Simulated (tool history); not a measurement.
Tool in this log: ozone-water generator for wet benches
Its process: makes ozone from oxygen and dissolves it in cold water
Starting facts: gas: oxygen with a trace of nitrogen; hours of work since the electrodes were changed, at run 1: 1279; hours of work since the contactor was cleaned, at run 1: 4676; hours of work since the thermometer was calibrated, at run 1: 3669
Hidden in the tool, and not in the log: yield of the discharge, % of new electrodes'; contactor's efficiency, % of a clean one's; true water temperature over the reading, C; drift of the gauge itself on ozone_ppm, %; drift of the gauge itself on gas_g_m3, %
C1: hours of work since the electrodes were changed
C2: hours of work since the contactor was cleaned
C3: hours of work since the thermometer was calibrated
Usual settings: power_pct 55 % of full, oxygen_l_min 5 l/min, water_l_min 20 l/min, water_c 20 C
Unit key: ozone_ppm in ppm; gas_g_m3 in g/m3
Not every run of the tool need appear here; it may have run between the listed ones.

Run 1, hour 0: usual settings; C1 1279; C2 4676; C3 3669. Result: ozone_ppm 23.5 ppm, gas_g_m3 200.5 g/m3.
Run 2, hour 56.2: usual settings; C1 1334; C2 4732; C3 3725. Result: ozone_ppm 23.2 ppm, gas_g_m3 199.9 g/m3.
Run 3, hour 130.2: usual settings but water_c 24 C; C1 1408; C2 4805; C3 3799. Result: ozone_ppm 22 ppm, gas_g_m3 200.5 g/m3.
Run 4, hour 189.8: usual settings but water_l_min 15 l/min, water_c 24 C; C1 1467; C2 4864; C3 3858. Result: ozone_ppm 26.1 ppm, gas_g_m3 199.1 g/m3.
Run 5, hour 249.1: usual settings but water_l_min 15 l/min, water_c 24 C; C1 1526; C2 4923; C3 3917. Result: ozone_ppm 26.3 ppm, gas_g_m3 200 g/m3.
Run 6, hour 296.4: usual settings but water_l_min 21 l/min, water_c 24 C; C1 1573; C2 4970; C3 3964. Result: ozone_ppm 21.4 ppm, gas_g_m3 199 g/m3.
Run 7, hour 362.3: usual settings but water_l_min 21 l/min, water_c 24 C; C1 1639; C2 5036; C3 4029. Result: ozone_ppm 21.2 ppm, gas_g_m3 201.9 g/m3.
Run 8, hour 419.8: usual settings; C1 1696; C2 5093; C3 4086. Result: ozone_ppm 23.4 ppm, gas_g_m3 201.6 g/m3.
Run 9, hour 502.6: usual settings; C1 1778; C2 5175; C3 4169. Result: ozone_ppm 23.3 ppm, gas_g_m3 200.6 g/m3.
Run 10, hour 559.6: usual settings but power_pct 47 % of full; C1 1835; C2 5232; C3 4225. Result: ozone_ppm 21.2 ppm, gas_g_m3 181.8 g/m3.
Run 11, hour 614.6: usual settings but power_pct 47 % of full; C1 1889; C2 5286; C3 4280. Result: ozone_ppm 21.2 ppm, gas_g_m3 180.7 g/m3.
Run 12, hour 691.5: usual settings but water_l_min 26 l/min; C1 1966; C2 5363; C3 4356. Result: ozone_ppm 19.6 ppm, gas_g_m3 198.8 g/m3.
At hour 732.6: water thermometer calibrated.
Run 13, hour 743.6: usual settings but water_c 21 C; C1 2017; C2 5414; C3 11. Result: ozone_ppm 23.1 ppm, gas_g_m3 200.7 g/m3.
Run 14, hour 823.1: usual settings but oxygen_l_min 4.67 l/min, water_l_min 22 l/min, water_c 13 C; C1 2096; C2 5493; C3 90. Result: ozone_ppm 23.2 ppm, gas_g_m3 203.5 g/m3.
Run 15, hour 900.9: usual settings but oxygen_l_min 7.31 l/min, water_c 28 C; C1 2173; C2 5570; C3 167. Result: ozone_ppm 21.8 ppm, gas_g_m3 178.8 g/m3.
Run 16, hour 974: usual settings but oxygen_l_min 7.31 l/min, water_l_min 14 l/min, water_c 16 C; C1 2246; C2 5643; C3 240. Result: ozone_ppm 32.7 ppm, gas_g_m3 176.9 g/m3.
Run 17, hour 1027.8: usual settings but water_l_min 12 l/min; C1 2299; C2 5697; C3 293. Result: ozone_ppm 31.3 ppm, gas_g_m3 201.6 g/m3.

Forecast run 18:
Run 18, hour 1120: usual settings but power_pct 67 % of full, oxygen_l_min 6.12 l/min, water_l_min 15 l/min, water_c 27 C; C1 2391; C2 5788; C3 385. Result: ozone_ppm ?, gas_g_m3 ?.

{"run 18": {"ozone_ppm": 28.4, "gas_g_m3": 213.4}}
With the hidden condition absent and the run-to-run variation left alone, this run would have shown ozone_ppm 28.5 ppm, gas_g_m3 213.6 g/m3.

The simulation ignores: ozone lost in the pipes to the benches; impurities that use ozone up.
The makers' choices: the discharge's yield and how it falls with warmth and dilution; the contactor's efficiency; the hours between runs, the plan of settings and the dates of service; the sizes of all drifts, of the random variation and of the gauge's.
